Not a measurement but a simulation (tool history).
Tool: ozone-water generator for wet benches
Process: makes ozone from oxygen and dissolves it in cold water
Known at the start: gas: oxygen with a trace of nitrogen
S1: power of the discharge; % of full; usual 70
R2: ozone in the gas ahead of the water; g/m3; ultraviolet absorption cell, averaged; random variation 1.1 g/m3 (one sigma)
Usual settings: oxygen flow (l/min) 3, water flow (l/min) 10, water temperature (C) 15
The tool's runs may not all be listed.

Run 1, hour 0: usual settings. Result: dissolved ozone (ppm) 23.8, R2 189.6 g/m3.
Run 2, hour 18.7: usual settings. Result: dissolved ozone (ppm) 23.6, R2 191.1 g/m3.
Run 3, hour 36.1: usual settings. Result: dissolved ozone (ppm) 23.6, R2 192 g/m3.
Run 4, hour 62.9: usual settings. Result: dissolved ozone (ppm) 23.7, R2 192.2 g/m3.
Run 5, hour 80.1: usual settings. Result: dissolved ozone (ppm) 23.6, R2 191.6 g/m3.
Run 6, hour 107.1: usual settings. Result: dissolved ozone (ppm) 23.8, R2 191 g/m3.
Run 7, hour 135.4: usual settings. Result: dissolved ozone (ppm) 23.8, R2 191.3 g/m3.
Run 8, hour 156.4: usual settings but water flow (l/min) 9, water temperature (C) 9. Result: dissolved ozone (ppm) 27.5, R2 191 g/m3.
Run 9, hour 178.3: usual settings but S1 67 % of full. Result: dissolved ozone (ppm) 23.1, R2 187.8 g/m3.
Run 10, hour 198.3: usual settings but S1 99 % of full, water temperature (C) 9. Result: dissolved ozone (ppm) 31, R2 233.3 g/m3.
At hour 200.2: water thermometer calibrated.
Run 11, hour 221.5: usual settings but S1 99 % of full, water temperature (C) 9. Result: dissolved ozone (ppm) 31.3, R2 232.2 g/m3.
Run 12, hour 242.5: usual settings but S1 99 % of full, oxygen flow (l/min) 2.65, water temperature (C) 9. Result: dissolved ozone (ppm) 30.6, R2 243 g/m3.
At hour 252.1: water thermometer calibrated, once more.
Run 13, hour 262.5: usual settings but oxygen flow (l/min) 3.51, water flow (l/min) 9, water temperature (C) 14. Result: dissolved ozone (ppm) 26.1, R2 179.1 g/m3.
Run 14, hour 284.4: usual settings but oxygen flow (l/min) 3.51, water temperature (C) 7. Result: dissolved ozone (ppm) 26.8, R2 178.1 g/m3.

The same runs without the tool's hidden state, with the same run-to-run variation:
The hidden state here: yield of the discharge, % of new electrodes'; contactor's efficiency, % of a clean one's; true water temperature over the reading, C; drift of the gauge itself on ozone_ppm, %; drift of the gauge itself on gas_g_m3, %.
run  dissolved ozone (ppm)     R2
  1                   24.6  191.2
  2                   24.5  192.7
  3                   24.5  193.8
  4                   24.6  194.1
  5                   24.5  193.4
  6                   24.7    193
  7                   24.8  193.4
  8                   28.6  193.1
  9                     24  189.9
 10                   32.4  236.6
 11                   32.7  235.6
 12                   31.9  246.7
 13                   27.1  181.4
 14                   27.9  180.5

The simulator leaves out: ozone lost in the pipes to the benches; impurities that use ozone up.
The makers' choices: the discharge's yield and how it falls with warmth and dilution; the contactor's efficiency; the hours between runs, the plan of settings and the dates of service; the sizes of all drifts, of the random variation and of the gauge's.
